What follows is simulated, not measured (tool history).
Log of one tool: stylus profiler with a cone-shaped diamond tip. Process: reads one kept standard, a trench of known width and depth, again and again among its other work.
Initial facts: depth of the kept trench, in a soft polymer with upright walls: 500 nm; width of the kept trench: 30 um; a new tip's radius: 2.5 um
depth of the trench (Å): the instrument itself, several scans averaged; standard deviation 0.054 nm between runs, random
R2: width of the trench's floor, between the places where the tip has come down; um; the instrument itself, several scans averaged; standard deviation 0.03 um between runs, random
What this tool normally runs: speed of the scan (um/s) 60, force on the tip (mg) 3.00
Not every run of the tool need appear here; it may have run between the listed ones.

run 1 hour=0.0 | speed_of_the_scan_(um/s)=60 force_on_the_tip_(mg)=3.00 | depth_of_the_trench_(Å)=5075.3 R2=26.73
run 2 hour=43.5 | speed_of_the_scan_(um/s)=60 force_on_the_tip_(mg)=2.37 | depth_of_the_trench_(Å)=5064.7 R2=26.65
run 3 hour=79.2 | speed_of_the_scan_(um/s)=30 force_on_the_tip_(mg)=3.00 | depth_of_the_trench_(Å)=5075.8 R2=26.70
run 4 hour=108.2 | speed_of_the_scan_(um/s)=30 force_on_the_tip_(mg)=3.00 | depth_of_the_trench_(Å)=5076.4 R2=26.65
run 5 hour=154.8 | speed_of_the_scan_(um/s)=30 force_on_the_tip_(mg)=3.00 | depth_of_the_trench_(Å)=5076.8 R2=26.61
run 6 hour=195.8 | speed_of_the_scan_(um/s)=30 force_on_the_tip_(mg)=3.00 | depth_of_the_trench_(Å)=5076.4 R2=26.61
run 7 hour=229.1 | speed_of_the_scan_(um/s)=98 force_on_the_tip_(mg)=3.00 | depth_of_the_trench_(Å)=5076.7 R2=26.43
run 8 hour=266.1 | speed_of_the_scan_(um/s)=98 force_on_the_tip_(mg)=2.60 | depth_of_the_trench_(Å)=5070.5 R2=26.41
run 9 hour=311.2 | speed_of_the_scan_(um/s)=98 force_on_the_tip_(mg)=2.60 | depth_of_the_trench_(Å)=5070.4 R2=26.40
run 10 hour=345.4 | speed_of_the_scan_(um/s)=60 force_on_the_tip_(mg)=3.00 | depth_of_the_trench_(Å)=5077.4 R2=26.45
run 11 hour=368.9 | speed_of_the_scan_(um/s)=111 force_on_the_tip_(mg)=3.00 | depth_of_the_trench_(Å)=5078.5 R2=26.32
run 12 hour=404.9 | speed_of_the_scan_(um/s)=73 force_on_the_tip_(mg)=4.72 | depth_of_the_trench_(Å)=5103.3 R2=26.41
run 13 hour=433.3 | speed_of_the_scan_(um/s)=73 force_on_the_tip_(mg)=1.64 | depth_of_the_trench_(Å)=5051.0 R2=26.28
run 14 hour=456.1 | speed_of_the_scan_(um/s)=28 force_on_the_tip_(mg)=7.40 | depth_of_the_trench_(Å)=5139.3 R2=26.42
run 15 hour=489.9 | speed_of_the_scan_(um/s)=179 force_on_the_tip_(mg)=1.10 | depth_of_the_trench_(Å)=5040.5 R2=25.79
run 16 hour=520.8 | speed_of_the_scan_(um/s)=82 force_on_the_tip_(mg)=2.70 | depth_of_the_trench_(Å)=5073.2 R2=26.23
run 17 hour=560.7 | speed_of_the_scan_(um/s)=82 force_on_the_tip_(mg)=2.70 | depth_of_the_trench_(Å)=5072.6 R2=26.19
run 18 hour=584.2 | speed_of_the_scan_(um/s)=82 force_on_the_tip_(mg)=2.70 | depth_of_the_trench_(Å)=5073.2 R2=26.22
run 19 hour=603.9 | speed_of_the_scan_(um/s)=92 force_on_the_tip_(mg)=4.66 | depth_of_the_trench_(Å)=5104.1 R2=26.18
run 20 hour=632.6 | speed_of_the_scan_(um/s)=22 force_on_the_tip_(mg)=1.81 | depth_of_the_trench_(Å)=5057.3 R2=26.21
run 21 hour=667.2 | speed_of_the_scan_(um/s)=22 force_on_the_tip_(mg)=1.81 | depth_of_the_trench_(Å)=5057.4 R2=26.20
run 22 hour=705.1 | speed_of_the_scan_(um/s)=127 force_on_the_tip_(mg)=3.00 | depth_of_the_trench_(Å)=5078.1 R2=26.03

Forecast each of these 5 alternatives for the next run:
run A hour=742.8 | speed_of_the_scan_(um/s)=95 force_on_the_tip_(mg)=2.67 | depth_of_the_trench_(Å)=? R2=?
run B hour=742.8 | speed_of_the_scan_(um/s)=16 force_on_the_tip_(mg)=1.74 | depth_of_the_trench_(Å)=? R2=?
run C hour=742.8 | speed_of_the_scan_(um/s)=116 force_on_the_tip_(mg)=7.87 | depth_of_the_trench_(Å)=? R2=?
run D hour=742.8 | speed_of_the_scan_(um/s)=127 force_on_the_tip_(mg)=4.96 | depth_of_the_trench_(Å)=? R2=?
run E hour=742.8 | speed_of_the_scan_(um/s)=16 force_on_the_tip_(mg)=4.10 | depth_of_the_trench_(Å)=? R2=?

run=A depth_of_the_trench_(Å)=5073.1 R2=26.00
run=B depth_of_the_trench_(Å)=5055.2 R2=26.15
run=C depth_of_the_trench_(Å)=5146.7 R2=26.04
run=D depth_of_the_trench_(Å)=5107.8 R2=26.01
run=E depth_of_the_trench_(Å)=5096.4 R2=26.14
Stripped of hidden state, with their random variation kept, the same runs would have yielded:
run=A depth_of_the_trench_(Å)=5069.6 R2=26.80
run=B depth_of_the_trench_(Å)=5051.7 R2=26.96
run=C depth_of_the_trench_(Å)=5143.1 R2=26.84
run=D depth_of_the_trench_(Å)=5104.3 R2=26.81
run=E depth_of_the_trench_(Å)=5092.8 R2=26.94
